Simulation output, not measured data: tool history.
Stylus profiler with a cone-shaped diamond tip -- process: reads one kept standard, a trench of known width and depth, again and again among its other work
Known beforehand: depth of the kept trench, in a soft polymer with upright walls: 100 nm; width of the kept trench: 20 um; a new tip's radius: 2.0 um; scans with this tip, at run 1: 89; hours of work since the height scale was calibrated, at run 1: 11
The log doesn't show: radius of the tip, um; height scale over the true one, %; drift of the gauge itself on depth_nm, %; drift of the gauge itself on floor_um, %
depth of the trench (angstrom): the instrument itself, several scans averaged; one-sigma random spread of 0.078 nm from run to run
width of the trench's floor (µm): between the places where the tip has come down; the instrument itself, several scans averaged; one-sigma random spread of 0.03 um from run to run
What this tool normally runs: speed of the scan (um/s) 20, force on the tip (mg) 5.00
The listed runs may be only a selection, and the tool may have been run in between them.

run,hour,speed of the scan (um/s),force on the tip (mg),scans with this tip,hours of work since the height scale was calibrated,depth of the trench (angstrom),width of the trench's floor (µm)
1,0.0,20,5.00,89,11,1013.4,18.72
2,26.4,20,5.00,189,23,1013.1,18.67
3,50.7,20,5.00,281,35,1015.9,18.63
4,84.8,20,5.00,410,51,1013.3,18.68
5,113.6,20,11.23,519,64,1024.4,18.71
6,130.2,18,11.23,582,72,1024.5,18.75
7,163.1,18,11.23,707,88,1025.2,18.72
8,180.1,5,5.00,772,96,1013.3,18.71
9,203.6,5,5.00,861,107,1015.2,18.68
10,237.0,5,1.87,988,122,1007.6,18.70
11,267.6,5,1.87,1103,137,1007.0,18.66
12,283.5,9,5.00,1164,144,1013.4,18.69
13,308.7,9,5.00,1259,156,1013.9,18.69
14,334.7,9,5.00,1358,168,1014.1,18.68
15,366.1,20,2.55,1477,183,1009.0,18.58
16,391.8,20,2.55,1574,195,1007.6,18.67
17,424.8,20,2.55,1699,210,1010.1,18.63
18,452.2,20,5.00,1803,223,1014.0,18.62
19,478.7,65,5.00,1904,236,1012.5,18.56
20,504.3,65,5.00,2001,248,1014.2,18.53
# hour 507.0: height scale calibrated on a step standard
21,523.0,20,9.68,2070,7,1021.7,18.66
22,551.2,20,5.00,2177,21,1013.4,18.72
23,577.0,75,5.00,2275,33,1015.1,18.48
24,610.2,31,5.00,2401,48,1013.8,18.58
25,641.6,22,6.43,2520,63,1016.5,18.61
# hour 651.5: height scale calibrated on a step standard, once more
26,662.2,22,6.43,2596,5,1017.5,18.62
27,682.9,22,6.43,2674,15,1017.8,18.65
28,704.1,20,6.98,2755,25,1018.4,18.67
29,720.5,14,2.65,2817,32,1009.8,18.65
30,754.5,58,5.00,2946,48,1014.4,18.52
31,770.7,58,5.00,3007,56,1014.9,18.51
32,804.5,58,5.00,3136,72,1013.9,18.52
33,823.0,58,5.00,3206,80,1013.9,18.48
34,847.8,8,3.29,3300,92,1009.7,18.60
35,868.9,8,1.90,3380,102,1007.2,18.61
36,900.9,8,1.90,3501,117,1007.5,18.64
37,934.4,8,1.90,3628,133,1007.6,18.67
38,949.7,8,1.90,3686,140,1007.9,18.64
39,969.4,18,10.30,3761,149,1023.0,18.62
40,985.2,73,1.89,3821,157,1006.2,18.40
41,1011.8,12,4.90,3921,169,1013.7,18.62
42,1041.6,9,5.33,4035,183,1014.0,18.60
43,1058.2,35,3.66,4097,191,1012.3,18.50
44,1080.7,34,9.98,4183,202,1021.2,18.58
45,1110.2,8,3.19,4295,215,1008.7,18.62
46,1136.6,5,6.51,4395,228,1015.8,18.65

How would selected steps in depth of the trench (angstrom) from run to run divide? Give the signed amount a tool lacking its hidden state would still show from settings, what came in and random variation, and the signed amount left for the hidden state, including any gauge scatter that is not in both of the compared results.
Run 20 -> 21: speed of the scan (um/s) 65 -> 20, force on the tip (mg) 5.00 -> 9.68, height scale calibrated on a step standard. depth of the trench (angstrom) +7.5: hidden state -0.2, all else +7.7.
Run 25 -> 26: height scale calibrated on a step standard, once more. depth of the trench (angstrom) +1.0: hidden state +0.8, all else +0.2.
Run 29 -> 30: speed of the scan (um/s) 14 -> 58, force on the tip (mg) 2.65 -> 5.00. depth of the trench (angstrom) +4.6: hidden state -0.2, all else +4.8.
Run 38 -> 39: speed of the scan (um/s) 8 -> 18, force on the tip (mg) 1.90 -> 10.30. depth of the trench (angstrom) +15.1: hidden state -0.1, all else +15.2.
Run 39 -> 40: speed of the scan (um/s) 18 -> 73, force on the tip (mg) 10.30 -> 1.89. depth of the trench (angstrom) -16.8: hidden state +0.0, all else -16.8.
Run 44 -> 45: speed of the scan (um/s) 34 -> 8, force on the tip (mg) 9.98 -> 3.19. depth of the trench (angstrom) -12.5: hidden state +0.0, all else -12.5.
